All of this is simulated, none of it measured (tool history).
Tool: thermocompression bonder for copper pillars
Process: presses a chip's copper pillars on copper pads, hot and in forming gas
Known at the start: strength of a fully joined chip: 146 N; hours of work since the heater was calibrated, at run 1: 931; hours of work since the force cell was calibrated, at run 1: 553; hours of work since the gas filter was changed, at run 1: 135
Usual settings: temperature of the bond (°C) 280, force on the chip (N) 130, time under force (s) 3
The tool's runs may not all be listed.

run   hour  temperature of the bond (°C)  force on the chip (N)  time under force (s)  hours of work since the heater was calibrated  hours of work since the force cell was calibrated  hours of work since the gas filter was changed  force that shears a chip off (N)
  1    0.0                           280                    130                     3                                            931                                                553                                             135                              74.4
  2   16.9                           280                    130                     3                                            940                                                562                                             144                              73.7
  3   38.1                           280                    130                     3                                            951                                                574                                             155                              74.5
  4   54.9                           291                    130                     3                                            960                                                582                                             164                              83.4
  5   78.2                           280                    130                     4                                            973                                                595                                             176                              81.7
  6   99.8                           280                    130                     4                                            984                                                606                                             188                              79.6
  7  120.7                           280                    130                     4                                            995                                                617                                             199                              80.1
  8  144.4                           280                    130                     4                                           1008                                                630                                             211                              79.1
  9  169.3                           280                    130                     4                                           1021                                                643                                             224                              79.1
     172.0  -- force cell calibrated
     174.4  -- forming gas filter changed
 10  188.5                           280                     88                     3                                           1030                                                  8                                               7                              54.6
 11  208.3                           280                     88                     3                                           1040                                                 19                                              18                              54.8
 12  228.7                           280                     88                     3                                           1051                                                 30                                              29                              54.2
 13  252.7                           293                    156                     3                                           1064                                                 42                                              41                              98.7
     262.5  -- heater calibrated with a thermocouple chip
 14  269.5                           293                    156                     3                                              4                                                 50                                              49                              93.3
 15  287.1                           301                     83                     6                                             13                                                 59                                              58                              75.4
 16  302.6                           301                    138                     6                                             21                                                 68                                              67                             108.1
     317.1  -- force cell calibrated, once more
 17  323.6                           301                    138                     6                                             31                                                  3                                              77                             109.9
 18  349.9                           269                    120                     3                                             45                                                 17                                              91                              60.8
 19  366.2                           269                    120                     3                                             54                                                 26                                              99                              58.6
 20  390.0                           273                    195                     6                                             67                                                 39                                             112                             109.8
 21  408.7                           273                    195                     6                                             76                                                 48                                             122                             110.2
 22  427.5                           278                    116                     3                                             86                                                 58                                             132                              63.5
 23  446.9                           278                    178                     2                                             97                                                 69                                             142                              78.7
 24  469.3                           280                    130                     3                                            108                                                 80                                             154                              70.5

Measured less the same run without the tool's hidden state. The same run-to-run variation is in both; the gauge's scatter may not be:
The hidden state here: true temperature of the bond over the reading, C; force that reaches the chip, % of what is set; oxide that the forming gas leaves, % of the face; drift of the gauge itself on shear_n, %.
run  force that shears a chip off (N)
  1                              -0.5
  2                              -0.8
  3                              -1.1
  4                              -2.1
  5                              -2.1
  6                              -2.4
  7                              -2.7
  8                              -3.1
  9                              -3.5
 10                              +1.8
 11                              +1.5
 12                              +1.3
 13                              +0.4
 14                              -6.8
 15                              -6.5
 16                              -7.2
 17                              -3.8
 18                              -2.4
 19                              -2.5
 20                              -5.2
 21                              -5.6
 22                              -3.5
 23                              -4.6
 24                              -4.5
